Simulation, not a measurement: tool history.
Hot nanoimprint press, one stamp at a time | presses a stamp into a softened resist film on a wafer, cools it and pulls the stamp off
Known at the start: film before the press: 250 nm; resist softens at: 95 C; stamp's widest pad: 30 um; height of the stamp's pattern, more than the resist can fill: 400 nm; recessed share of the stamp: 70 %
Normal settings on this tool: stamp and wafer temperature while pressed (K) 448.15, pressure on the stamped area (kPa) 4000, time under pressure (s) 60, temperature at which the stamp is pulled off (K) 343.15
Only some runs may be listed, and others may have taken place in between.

run	hour	stamp and wafer temperature while pressed (K)	pressure on the stamped area (kPa)	time under pressure (s)	temperature at which the stamp is pulled off (K)	resist left under the stamp's widest pad (nm)	greatest force while the stamp is pulled off (N)
1	0	448.15	4000	60	343.15	135.6	206
2	5.1	448.15	4000	60	344.15	135.5	206
3	15.9	447.15	4000	60	343.15	139.3	215
4	23.4	447.15	4000	60	343.15	139.6	209
5	33.5	447.15	4000	60	343.15	139.8	208
6	38.6	447.15	4000	60	343.15	139.4	209
7	45.9	448.15	4170	60	343.15	133.2	209
8	56.3	452.15	4000	60	343.15	124.7	211
9	67	452.15	4000	60	331.15	123.8	290
10	74.6	452.15	4000	60	331.15	123.8	282
11	83.9	448.15	4000	60	343.15	135.9	218
12	91.1	457.15	4000	60	343.15	110.3	212
13	98	457.15	4000	60	329.15	110.7	308
14	106.3	457.15	4000	60	329.15	110.6	302
15	110.7	458.15	4000	60	329.15	108.5	306
16	116.1	458.15	4000	60	329.15	107.6	311
17	122.4	458.15	4000	60	329.15	108.3	309
18	127.4	446.15	2980	116	340.15	133.4	244
19	135.1	446.15	2980	116	340.15	133	228
# hour 141.8: stamp cleaned and given a new release coat
20	146.7	446.15	2980	116	340.15	133.4	205
21	154.6	446.15	2980	116	340.15	133.3	200
22	159.7	447.15	3420	36	339.15	170.9	206
23	166.8	436.15	2870	34	341.15	214.5	194
24	175.2	448.15	4000	60	328.15	135.7	268
25	181.9	460.15	4000	60	328.15	102.8	276
26	190	460.15	4000	60	328.15	103.1	271
27	195.8	455.15	4000	103	343.15	95.6	188
28	201.7	448.15	4000	60	336.15	135	237
29	208.5	448.15	4000	60	336.15	135.3	227
30	214.9	459.15	4000	60	342.15	105.2	197

Consider 4 possible next runs. They are alternatives, not a sequence: every one starts from the tool as it was left by run 30. What does each give?
A	222	448.15	4000	65	343.15	?	?
B	222	455.15	4000	84	332.15	?	?
C	222	438.15	3070	77	343.15	?	?
D	222	448.15	4000	74	329.15	?	?

run	resist left under the stamp's widest pad (nm)	greatest force while the stamp is pulled off (N)
A	132.4	188
B	102.4	248
C	174.6	189
D	125.7	271
With no hidden state in the tool, these same runs would have given:
run	resist left under the stamp's widest pad (nm)	greatest force while the stamp is pulled off (N)
A	133.6	185
B	103.4	243
C	176.3	187
D	126.9	266

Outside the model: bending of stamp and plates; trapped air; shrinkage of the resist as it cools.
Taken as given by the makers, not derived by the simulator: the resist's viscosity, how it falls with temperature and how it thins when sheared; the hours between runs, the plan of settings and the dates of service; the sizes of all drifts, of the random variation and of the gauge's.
